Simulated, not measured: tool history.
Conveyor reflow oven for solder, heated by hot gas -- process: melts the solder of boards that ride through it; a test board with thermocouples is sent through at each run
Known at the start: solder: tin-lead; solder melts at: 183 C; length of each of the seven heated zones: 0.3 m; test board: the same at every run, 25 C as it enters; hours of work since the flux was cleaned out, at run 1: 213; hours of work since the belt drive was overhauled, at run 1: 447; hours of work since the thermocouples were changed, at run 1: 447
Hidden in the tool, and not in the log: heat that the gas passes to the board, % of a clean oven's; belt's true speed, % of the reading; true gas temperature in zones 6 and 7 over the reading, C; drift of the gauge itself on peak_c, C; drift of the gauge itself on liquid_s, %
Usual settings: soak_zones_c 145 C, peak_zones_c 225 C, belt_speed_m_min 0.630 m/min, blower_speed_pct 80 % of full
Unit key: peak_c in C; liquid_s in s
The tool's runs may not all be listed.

run	day	soak_zones_c	peak_zones_c	belt_speed_m_min	blower_speed_pct	hours of work since the flux was cleaned out	hours of work since the belt drive was overhauled	hours of work since the thermocouples were changed	peak_c	liquid_s
1	0.000	145	225	0.630	80	213	447	447	211.2	41.4
2	1.554	145	225	0.630	80	236	470	470	210.4	41.4
3	2.979	145	225	0.630	80	258	491	491	210.5	41.4
4	4.383	145	225	0.630	80	279	512	512	210.4	40.9
5	5.833	145	225	0.630	80	300	534	534	209.8	41.4
6	8.083	145	225	0.630	80	334	567	567	209.6	41.0
# day 8.600: flux residue cleaned out of gas plates and filters
7	9.833	145	225	0.630	80	18	590	590	211.4	42.6
8	11.800	145	225	0.630	80	48	620	620	210.7	43.2
9	13.500	145	225	0.630	80	73	645	645	211.0	42.6
10	14.521	145	225	0.630	80	89	660	660	210.8	42.3
11	16.454	145	225	0.630	80	117	689	689	210.5	42.0
12	18.221	145	225	0.630	80	144	716	716	210.6	42.0
13	20.462	145	225	0.630	80	177	749	749	210.4	42.3
14	21.617	145	225	0.630	80	195	766	766	210.6	42.1
15	22.604	145	225	0.630	80	209	781	781	209.3	41.8
# day 22.979: belt drive overhauled, speed set with a stopwatch
16	24.421	145	236	0.748	85	234	22	806	215.3	37.2
17	26.021	145	236	0.748	85	258	45	830	215.4	37.5
18	27.221	145	236	0.748	85	276	63	848	215.4	37.4
19	28.292	145	238	0.576	80	292	79	864	223.8	54.4
20	29.375	145	225	0.630	80	308	96	880	208.7	41.5
21	31.288	159	222	0.574	55	337	124	909	206.0	48.0
# day 31.629: flux residue cleaned out of gas plates and filters
22	33.733	139	225	0.512	80	31	158	942	213.8	54.7
23	35.538	139	225	0.512	80	58	185	969	214.3	54.7
# day 36.683: belt drive overhauled, speed set with a stopwatch, once more
24	36.879	139	225	0.512	80	76	3	986	213.0	52.4
25	38.588	139	225	0.512	80	102	28	1012	212.6	51.9
26	40.525	159	233	0.512	80	130	57	1041	221.6	65.2
27	41.608	159	225	0.630	80	147	74	1057	211.3	46.7
28	42.667	159	225	0.630	80	162	89	1073	210.8	46.1
29	43.879	146	217	0.683	53	181	108	1091	192.7	18.6
30	45.988	138	214	0.686	78	212	139	1123	196.1	22.3

Pick out some run-to-run changes in peak_c. Of each, how much would a tool without hidden state show as well, from the settings, what came in and chance, and how much is left for the hidden state and any gauge scatter not in both results compared?
Run 6 -> 7: flux residue cleaned out of gas plates and filters. peak_c +1.8 C: hidden state +1.6, all else +0.2.
Run 19 -> 20: peak_zones_c 238 -> 225, belt_speed_m_min 0.576 -> 0.630. peak_c -15.1 C: hidden state +0.0, all else -15.1.
Run 23 -> 24: belt drive overhauled, speed set with a stopwatch, once more. peak_c -1.3 C: hidden state -0.7, all else -0.6.
Run 26 -> 27: peak_zones_c 233 -> 225, belt_speed_m_min 0.512 -> 0.630. peak_c -10.3 C: hidden state +0.0, all else -10.3.
Run 28 -> 29: soak_zones_c 159 -> 146, peak_zones_c 225 -> 217, belt_speed_m_min 0.630 -> 0.683, blower_speed_pct 80 -> 53. peak_c -18.1 C: hidden state +0.3, all else -18.4.
Run 29 -> 30: soak_zones_c 146 -> 138, peak_zones_c 217 -> 214, belt_speed_m_min 0.683 -> 0.686, blower_speed_pct 53 -> 78. peak_c +3.4 C: hidden state -0.8, all else +4.2.
